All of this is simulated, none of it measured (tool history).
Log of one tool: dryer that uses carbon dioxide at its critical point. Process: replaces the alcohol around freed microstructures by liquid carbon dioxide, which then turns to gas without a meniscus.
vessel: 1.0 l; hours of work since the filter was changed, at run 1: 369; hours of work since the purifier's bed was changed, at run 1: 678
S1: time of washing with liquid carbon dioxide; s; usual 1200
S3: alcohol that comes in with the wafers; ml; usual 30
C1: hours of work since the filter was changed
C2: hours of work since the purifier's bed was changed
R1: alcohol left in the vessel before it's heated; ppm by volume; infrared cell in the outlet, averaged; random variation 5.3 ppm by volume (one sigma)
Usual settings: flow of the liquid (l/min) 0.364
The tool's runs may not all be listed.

run 1 day=0 | S1=1200 flow_of_the_liquid_(l/min)=0.364 S3=30 | C1=369 C2=678 | R1=328
-- day=2.254 purifier's bed changed
run 2 day=2.596 | S1=1200 flow_of_the_liquid_(l/min)=0.364 S3=30 | C1=408 C2=5 | R1=204
run 3 day=5.05 | S1=1200 flow_of_the_liquid_(l/min)=0.364 S3=30 | C1=447 C2=44 | R1=221
run 4 day=7.046 | S1=1200 flow_of_the_liquid_(l/min)=0.364 S3=30 | C1=478 C2=76 | R1=241
-- day=7.308 inlet filter changed
run 5 day=9.279 | S1=1200 flow_of_the_liquid_(l/min)=0.226 S3=30 | C1=31 C2=110 | R1=1103
run 6 day=10.633 | S1=1200 flow_of_the_liquid_(l/min)=0.226 S3=30 | C1=53 C2=132 | R1=1136
run 7 day=12.3 | S1=1200 flow_of_the_liquid_(l/min)=0.364 S3=30 | C1=79 C2=158 | R1=162
run 8 day=13.796 | S1=1200 flow_of_the_liquid_(l/min)=0.364 S3=30 | C1=103 C2=182 | R1=189
run 9 day=16.108 | S1=1200 flow_of_the_liquid_(l/min)=0.364 S3=30 | C1=139 C2=218 | R1=189
run 10 day=17.85 | S1=1200 flow_of_the_liquid_(l/min)=0.364 S3=30 | C1=167 C2=246 | R1=214
run 11 day=20.129 | S1=1200 flow_of_the_liquid_(l/min)=0.364 S3=30 | C1=203 C2=282 | R1=221
run 12 day=21.396 | S1=1200 flow_of_the_liquid_(l/min)=0.364 S3=30 | C1=223 C2=302 | R1=225
run 13 day=22.925 | S1=1200 flow_of_the_liquid_(l/min)=0.617 S3=30 | C1=247 C2=326 | R1=82
run 14 day=24.071 | S1=780 flow_of_the_liquid_(l/min)=0.364 S3=30 | C1=265 C2=344 | R1=1135
run 15 day=26.188 | S1=780 flow_of_the_liquid_(l/min)=0.364 S3=30 | C1=298 C2=377 | R1=1121
run 16 day=27.946 | S1=780 flow_of_the_liquid_(l/min)=0.364 S3=30 | C1=326 C2=405 | R1=1219
run 17 day=28.975 | S1=720 flow_of_the_liquid_(l/min)=0.279 S3=30 | C1=342 C2=421 | R1=3113
run 18 day=30.946 | S1=1200 flow_of_the_liquid_(l/min)=0.364 S3=117 | C1=373 C2=453 | R1=880
run 19 day=32.271 | S1=1200 flow_of_the_liquid_(l/min)=0.364 S3=117 | C1=394 C2=474 | R1=899
run 20 day=34.267 | S1=1200 flow_of_the_liquid_(l/min)=0.302 S3=42 | C1=426 C2=505 | R1=854
run 21 day=36.688 | S1=1200 flow_of_the_liquid_(l/min)=0.302 S3=42 | C1=464 C2=543 | R1=878
-- day=37.708 inlet filter changed
run 22 day=38.346 | S1=1200 flow_of_the_liquid_(l/min)=0.404 S3=30 | C1=10 C2=569 | R1=190

The same runs without the tool's hidden state, with the same run-to-run variation:
The hidden state here: flow that reaches the vessel past the clogged filter, %; alcohol in the recycled carbon dioxide, ppm; drift of the gauge itself on alcohol_ppm, %.
run=1 R1=111
run=2 R1=113
run=3 R1=110
run=4 R1=115
run=5 R1=1038
run=6 R1=1045
run=7 R1=108
run=8 R1=123
run=9 R1=106
run=10 R1=121
run=11 R1=113
run=12 R1=110
run=13 R1=3
run=14 R1=802
run=15 R1=766
run=16 R1=810
run=17 R1=2369
run=18 R1=434
run=19 R1=431
run=20 R1=433
run=21 R1=424
run=22 R1=54
